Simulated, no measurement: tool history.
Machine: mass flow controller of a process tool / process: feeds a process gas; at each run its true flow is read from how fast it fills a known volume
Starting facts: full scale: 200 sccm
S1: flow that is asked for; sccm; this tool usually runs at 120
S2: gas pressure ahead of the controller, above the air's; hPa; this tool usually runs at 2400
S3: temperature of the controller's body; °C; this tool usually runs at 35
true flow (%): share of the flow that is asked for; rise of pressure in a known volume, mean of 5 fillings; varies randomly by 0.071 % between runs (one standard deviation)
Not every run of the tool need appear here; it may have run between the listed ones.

run 1 day=0.000 | S1=120 S2=2400 S3=35 | true_flow_(%)=100.78
run 2 day=3.162 | S1=120 S2=2400 S3=35 | true_flow_(%)=100.88
run 3 day=8.146 | S1=21 S2=2400 S3=35 | true_flow_(%)=100.27
run 4 day=12.971 | S1=120 S2=2330 S3=35 | true_flow_(%)=100.87
run 5 day=17.950 | S1=86 S2=2400 S3=35 | true_flow_(%)=100.67
run 6 day=21.900 | S1=120 S2=2400 S3=37 | true_flow_(%)=100.98
run 7 day=25.254 | S1=120 S2=2400 S3=37 | true_flow_(%)=100.87
run 8 day=28.162 | S1=120 S2=2400 S3=35 | true_flow_(%)=100.63
run 9 day=32.908 | S1=120 S2=2400 S3=28 | true_flow_(%)=99.80
run 10 day=38.429 | S1=120 S2=2400 S3=28 | true_flow_(%)=99.70
run 11 day=45.329 | S1=120 S2=2400 S3=35 | true_flow_(%)=100.57
run 12 day=50.054 | S1=120 S2=2400 S3=35 | true_flow_(%)=100.49
run 13 day=54.175 | S1=120 S2=2400 S3=35 | true_flow_(%)=100.39
run 14 day=58.871 | S1=120 S2=2400 S3=35 | true_flow_(%)=100.25
run 15 day=63.796 | S1=120 S2=2400 S3=35 | true_flow_(%)=100.39
run 16 day=67.846 | S1=120 S2=2400 S3=35 | true_flow_(%)=100.25
run 17 day=72.108 | S1=120 S2=2400 S3=35 | true_flow_(%)=100.18
run 18 day=78.108 | S1=120 S2=2400 S3=35 | true_flow_(%)=100.13
run 19 day=81.029 | S1=120 S2=2400 S3=21 | true_flow_(%)=98.64
run 20 day=87.871 | S1=120 S2=2400 S3=21 | true_flow_(%)=98.65
run 21 day=90.917 | S1=120 S2=2400 S3=21 | true_flow_(%)=98.57
run 22 day=97.112 | S1=120 S2=2400 S3=34 | true_flow_(%)=99.95
run 23 day=104.088 | S1=120 S2=2400 S3=34 | true_flow_(%)=99.94
run 24 day=108.133 | S1=120 S2=2400 S3=34 | true_flow_(%)=99.83
run 25 day=111.725 | S1=98 S2=1670 S3=36 | true_flow_(%)=99.52
run 26 day=115.454 | S1=77 S2=2770 S3=33 | true_flow_(%)=99.51
run 27 day=119.946 | S1=120 S2=2120 S3=27 | true_flow_(%)=98.75
run 28 day=126.908 | S1=39 S2=2120 S3=27 | true_flow_(%)=98.35
run 29 day=130.692 | S1=51 S2=2120 S3=27 | true_flow_(%)=98.33
run 30 day=134.079 | S1=20 S2=2720 S3=38 | true_flow_(%)=99.67
run 31 day=139.696 | S1=29 S2=2140 S3=20 | true_flow_(%)=97.36
run 32 day=142.571 | S1=29 S2=2140 S3=20 | true_flow_(%)=97.32
run 33 day=145.712 | S1=29 S2=2070 S3=23 | true_flow_(%)=97.69
run 34 day=149.492 | S1=30 S2=2070 S3=29 | true_flow_(%)=98.36
run 35 day=155.067 | S1=30 S2=2070 S3=36 | true_flow_(%)=99.02
-- day=160.400 gauge calibrated
run 36 day=161.350 | S1=76 S2=2310 S3=21 | true_flow_(%)=99.06

Estimate the outcome of run 37 from the log above:
run 37 day=166.079 | S1=76 S2=2310 S3=21 | true_flow_(%)=?

Run 37 gave true flow (%) 99.15.
Minus the tool's unlogged condition, the same run would have read true flow (%) 99.22.

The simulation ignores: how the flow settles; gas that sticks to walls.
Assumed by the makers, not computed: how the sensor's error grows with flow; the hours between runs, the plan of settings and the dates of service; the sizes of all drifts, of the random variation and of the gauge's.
